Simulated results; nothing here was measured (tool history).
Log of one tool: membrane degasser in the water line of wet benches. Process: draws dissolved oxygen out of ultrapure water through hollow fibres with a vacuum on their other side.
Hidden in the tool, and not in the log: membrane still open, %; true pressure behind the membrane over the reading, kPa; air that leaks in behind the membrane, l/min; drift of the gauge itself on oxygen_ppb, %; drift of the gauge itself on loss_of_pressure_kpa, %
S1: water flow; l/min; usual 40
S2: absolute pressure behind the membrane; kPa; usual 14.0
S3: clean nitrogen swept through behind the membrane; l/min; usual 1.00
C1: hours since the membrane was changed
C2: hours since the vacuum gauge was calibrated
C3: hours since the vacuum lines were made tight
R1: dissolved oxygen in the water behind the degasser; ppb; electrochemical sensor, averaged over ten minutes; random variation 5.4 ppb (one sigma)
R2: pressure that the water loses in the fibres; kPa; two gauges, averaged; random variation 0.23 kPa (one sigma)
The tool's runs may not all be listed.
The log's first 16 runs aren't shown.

{"run": 17, "hour": 1354.2, "S1": 40, "S2": 14.0, "S3": 1.0, "C1": 6298, "C2": 7362, "C3": 1767, "R1": 840.6, "R2": 57.34}
{"run": 18, "hour": 1448.7, "S1": 40, "S2": 14.0, "S3": 1.0, "C1": 6393, "C2": 7456, "C3": 1861, "R1": 833.6, "R2": 58.07}
{"run": 19, "hour": 1535.1, "S1": 28, "S2": 14.0, "S3": 0.56, "C1": 6479, "C2": 7543, "C3": 1948, "R1": 956.1, "R2": 40.1}
{"run": 20, "hour": 1667.4, "S1": 41, "S2": 14.0, "S3": 0.59, "C1": 6611, "C2": 7675, "C3": 2080, "R1": 1205.8, "R2": 59.37}
{"run": 21, "hour": 1739.9, "S1": 41, "S2": 14.0, "S3": 0.59, "C1": 6684, "C2": 7748, "C3": 2152, "R1": 1206.1, "R2": 59.1}
{"run": 22, "hour": 1821.7, "S1": 57, "S2": 22.0, "S3": 2.85, "C1": 6766, "C2": 7829, "C3": 2234, "R1": 908.6, "R2": 82.19}
{"run": 23, "hour": 1921.2, "S1": 48, "S2": 11.8, "S3": 1.49, "C1": 6865, "C2": 7929, "C3": 2334, "R1": 625.2, "R2": 69.03}
{"run": 24, "hour": 2029.1, "S1": 30, "S2": 24.8, "S3": 0.64, "C1": 6973, "C2": 8037, "C3": 2442, "R1": 1651.3, "R2": 43.05}
{"run": 25, "hour": 2127.1, "S1": 40, "S2": 9.8, "S3": 0.45, "C1": 7071, "C2": 8135, "C3": 2540, "R1": 909.6, "R2": 58.09}
{"run": 26, "hour": 2248.2, "S1": 40, "S2": 9.8, "S3": 0.45, "C1": 7192, "C2": 8256, "C3": 2661, "R1": 914.8, "R2": 57.57}
{"run": 27, "hour": 2330.2, "S1": 40, "S2": 9.8, "S3": 0.45, "C1": 7274, "C2": 8338, "C3": 2743, "R1": 908.5, "R2": 57.51}
{"run": 28, "hour": 2436.7, "S1": 40, "S2": 9.8, "S3": 0.45, "C1": 7381, "C2": 8444, "C3": 2849, "R1": 906.3, "R2": 57.55}
{"run": 29, "hour": 2564.4, "S1": 40, "S2": 9.8, "S3": 0.45, "C1": 7508, "C2": 8572, "C3": 2977, "R1": 904.4, "R2": 57.89}
{"run": 30, "hour": 2671.5, "S1": 40, "S2": 23.6, "S3": 2.82, "C1": 7615, "C2": 8679, "C3": 3084, "R1": 663.8, "R2": 57.93}
{"hour": 2773.8, "done": "vacuum gauge calibrated"}
{"run": 31, "hour": 2789.8, "S1": 40, "S2": 23.6, "S3": 2.82, "C1": 7733, "C2": 16, "C3": 3202, "R1": 658.8, "R2": 57.6}

Forecast each of these 5 alternatives for the next run:
{"run": "A", "hour": 2899.5, "S1": 40, "S2": 14.0, "S3": 0.57, "C1": 7843, "C2": 126, "C3": 3311, "R1": "?", "R2": "?"}
{"run": "B", "hour": 2899.5, "S1": 28, "S2": 11.8, "S3": 2.82, "C1": 7843, "C2": 126, "C3": 3311, "R1": "?", "R2": "?"}
{"run": "C", "hour": 2899.5, "S1": 35, "S2": 28.0, "S3": 0.48, "C1": 7843, "C2": 126, "C3": 3311, "R1": "?", "R2": "?"}
{"run": "D", "hour": 2899.5, "S1": 55, "S2": 16.6, "S3": 1.26, "C1": 7843, "C2": 126, "C3": 3311, "R1": "?", "R2": "?"}
{"run": "E", "hour": 2899.5, "S1": 27, "S2": 34.9, "S3": 2.82, "C1": 7843, "C2": 126, "C3": 3311, "R1": "?", "R2": "?"}

run=A R1=1207.3 R2=57.54
run=B R1=202.7 R2=40.58
run=C R1=2444.6 R2=50.31
run=D R1=1164.7 R2=78.99
run=E R1=670.0 R2=38.78
Without the tool's hidden state the same runs would have given:
run=A R1=1207.2 R2=57.47
run=B R1=202.5 R2=40.53
run=C R1=2444.7 R2=50.25
run=D R1=1164.1 R2=78.89
run=E R1=669.7 R2=38.73
